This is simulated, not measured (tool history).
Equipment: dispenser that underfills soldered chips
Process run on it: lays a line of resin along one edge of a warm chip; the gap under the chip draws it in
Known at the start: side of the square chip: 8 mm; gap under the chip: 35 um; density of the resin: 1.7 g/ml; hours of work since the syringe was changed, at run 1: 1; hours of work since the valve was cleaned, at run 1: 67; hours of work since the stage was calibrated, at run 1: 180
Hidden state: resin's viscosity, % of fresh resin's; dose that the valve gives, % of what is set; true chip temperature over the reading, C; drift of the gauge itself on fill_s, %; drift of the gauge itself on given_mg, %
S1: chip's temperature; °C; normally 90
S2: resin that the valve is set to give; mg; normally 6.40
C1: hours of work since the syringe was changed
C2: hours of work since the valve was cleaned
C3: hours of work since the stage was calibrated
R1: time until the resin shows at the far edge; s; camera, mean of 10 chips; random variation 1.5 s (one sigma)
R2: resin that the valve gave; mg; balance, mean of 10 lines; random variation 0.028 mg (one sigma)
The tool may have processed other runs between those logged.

Run 1, day 0.000: usual settings; C1 1; C2 67; C3 180. Result: R1 156.1 s, R2 6.09 mg.
At day 0.150: dispensing valve cleaned and set on the balance.
Run 2, day 0.342: usual settings; C1 6; C2 3; C3 185. Result: R1 237.7 s, R2 6.42 mg.
Run 3, day 0.588: usual settings; C1 10; C2 8; C3 189. Result: R1 339.6 s, R2 6.39 mg.
At day 0.625: new syringe of resin.
Run 4, day 0.858: usual settings; C1 4; C2 12; C3 194. Result: R1 209.9 s, R2 6.35 mg.
Run 5, day 1.017: usual settings but S2 8.13 mg; C1 7; C2 15; C3 197. Result: R1 262.4 s, R2 8.06 mg.
Run 6, day 1.208: usual settings but S1 105 °C; C1 10; C2 19; C3 200. Result: R1 173.3 s, R2 6.35 mg.
At day 1.258: new syringe of resin.
Run 7, day 1.383: usual settings but S2 7.56 mg; C1 2; C2 22; C3 203. Result: R1 175.5 s, R2 7.47 mg.
Run 8, day 1.533: usual settings; C1 5; C2 24; C3 206. Result: R1 222.8 s, R2 6.28 mg.
Run 9, day 1.842: usual settings; C1 10; C2 30; C3 211. Result: R1 341.1 s, R2 6.26 mg.
At day 1.875: new syringe of resin.
Run 10, day 2.042: usual settings; C1 3; C2 33; C3 214. Result: R1 194.2 s, R2 6.28 mg.
Run 11, day 2.192: usual settings; C1 6; C2 36; C3 217. Result: R1 235.8 s, R2 6.29 mg.
Run 12, day 2.338: usual settings but S1 96 °C; C1 8; C2 38; C3 220. Result: R1 219.3 s, R2 6.20 mg.
At day 2.492: new syringe of resin.
Run 13, day 2.579: usual settings but S2 7.87 mg; C1 2; C2 42; C3 224. Result: R1 170.9 s, R2 7.64 mg.
Run 14, day 2.775: usual settings but S1 81 °C; C1 5; C2 46; C3 227. Result: R1 358.2 s, R2 6.22 mg.
Run 15, day 2.946: usual settings but S1 81 °C, S2 8.22 mg; C1 8; C2 49; C3 230. Result: R1 454.5 s, R2 7.98 mg.
At day 3.112: new syringe of resin.
Run 16, day 3.117: usual settings but S1 81 °C, S2 6.49 mg; C1 0; C2 52; C3 233. Result: R1 239.0 s, R2 6.29 mg.
Run 17, day 3.446: usual settings but S1 81 °C, S2 6.49 mg; C1 6; C2 58; C3 239. Result: R1 379.1 s, R2 6.28 mg.
At day 3.729: new syringe of resin.
Run 18, day 3.783: usual settings but S1 81 °C, S2 6.49 mg; C1 1; C2 63; C3 245. Result: R1 253.1 s, R2 6.28 mg.
Run 19, day 3.921: usual settings but S1 78 °C, S2 5.92 mg; C1 3; C2 66; C3 247. Result: R1 367.9 s, R2 5.71 mg.
At day 4.138: dispensing valve cleaned and set on the balance.
Run 20, day 4.200: usual settings but S1 96 °C, S2 5.93 mg; C1 8; C2 1; C3 252. Result: R1 208.9 s, R2 5.94 mg.
At day 4.392: new syringe of resin.
Run 21, day 4.392: usual settings but S1 77 °C, S2 7.38 mg; C1 0; C2 4; C3 255. Result: R1 287.1 s, R2 7.34 mg.
Run 22, day 4.588: usual settings but S1 103 °C, S2 6.14 mg; C1 4; C2 8; C3 258. Result: R1 109.2 s, R2 6.10 mg.
Run 23, day 4.754: usual settings but S1 99 °C, S2 7.55 mg; C1 7; C2 11; C3 261. Result: R1 165.6 s, R2 7.58 mg.
At day 5.021: new syringe of resin.
Run 24, day 5.038: usual settings but S1 99 °C, S2 7.55 mg; C1 0; C2 16; C3 266. Result: R1 98.7 s, R2 7.45 mg.
Run 25, day 5.212: usual settings but S1 88 °C, S2 8.22 mg; C1 3; C2 19; C3 269. Result: R1 218.3 s, R2 8.13 mg.
Run 26, day 5.479: usual settings but S1 88 °C, S2 8.22 mg; C1 8; C2 23; C3 274. Result: R1 317.7 s, R2 8.14 mg.
At day 5.642: new syringe of resin.
Run 27, day 5.746: usual settings but S1 88 °C, S2 8.22 mg; C1 2; C2 28; C3 278. Result: R1 190.4 s, R2 8.12 mg.
Run 28, day 5.962: usual settings but S1 92 °C, S2 6.95 mg; C1 6; C2 32; C3 282. Result: R1 217.5 s, R2 6.90 mg.
Run 29, day 6.133: usual settings but S1 83 °C, S2 5.61 mg; C1 9; C2 35; C3 285. Result: R1 440.6 s, R2 5.50 mg.
At day 6.258: new syringe of resin.
Run 30, day 6.433: usual settings but S1 84 °C, S2 6.51 mg; C1 3; C2 40; C3 290. Result: R1 266.6 s, R2 6.38 mg.
Run 31, day 6.667: usual settings but S1 82 °C, S2 7.76 mg; C1 7; C2 44; C3 295. Result: R1 403.2 s, R2 7.57 mg.
Run 32, day 6.829: usual settings but S1 82 °C, S2 7.76 mg; C1 10; C2 47; C3 298. Result: R1 505.9 s, R2 7.60 mg.
At day 6.879: new syringe of resin.
Run 33, day 7.038: usual settings but S1 94 °C, S2 7.27 mg; C1 3; C2 51; C3 301. Result: R1 154.7 s, R2 7.09 mg.
Run 34, day 7.292: usual settings but S1 83 °C, S2 7.95 mg; C1 7; C2 55; C3 306. Result: R1 387.6 s, R2 7.69 mg.
At day 7.500: new syringe of resin.
Run 35, day 7.554: usual settings but S1 83 °C, S2 7.95 mg; C1 1; C2 60; C3 310. Result: R1 239.0 s, R2 7.68 mg.
Run 36, day 7.717: usual settings but S1 83 °C, S2 7.95 mg; C1 4; C2 62; C3 313. Result: R1 295.2 s, R2 7.70 mg.

For some of the steps in R1 from one run to the next: how much would appear even if the tool had no hidden state, given the settings, what came in and random variation, and how much remains for the hidden state plus any gauge scatter that the measured result and the result without hidden state don't share?
Run 15 -> 16: S2 8.22 -> 6.49, new syringe of resin. R1 -215.5 s: hidden state -218.7, all else +3.2.
Run 28 -> 29: S1 92 -> 83, S2 6.95 -> 5.61. R1 +223.1 s: hidden state +147.4, all else +75.7.
Run 29 -> 30: S1 83 -> 84, S2 5.61 -> 6.51, new syringe of resin. R1 -174.0 s: hidden state -163.5, all else -10.5.
Run 32 -> 33: S1 82 -> 94, S2 7.76 -> 7.27, new syringe of resin. R1 -351.2 s: hidden state -258.5, all else -92.7.
Run 33 -> 34: S1 94 -> 83, S2 7.27 -> 7.95. R1 +232.9 s: hidden state +147.5, all else +85.4.
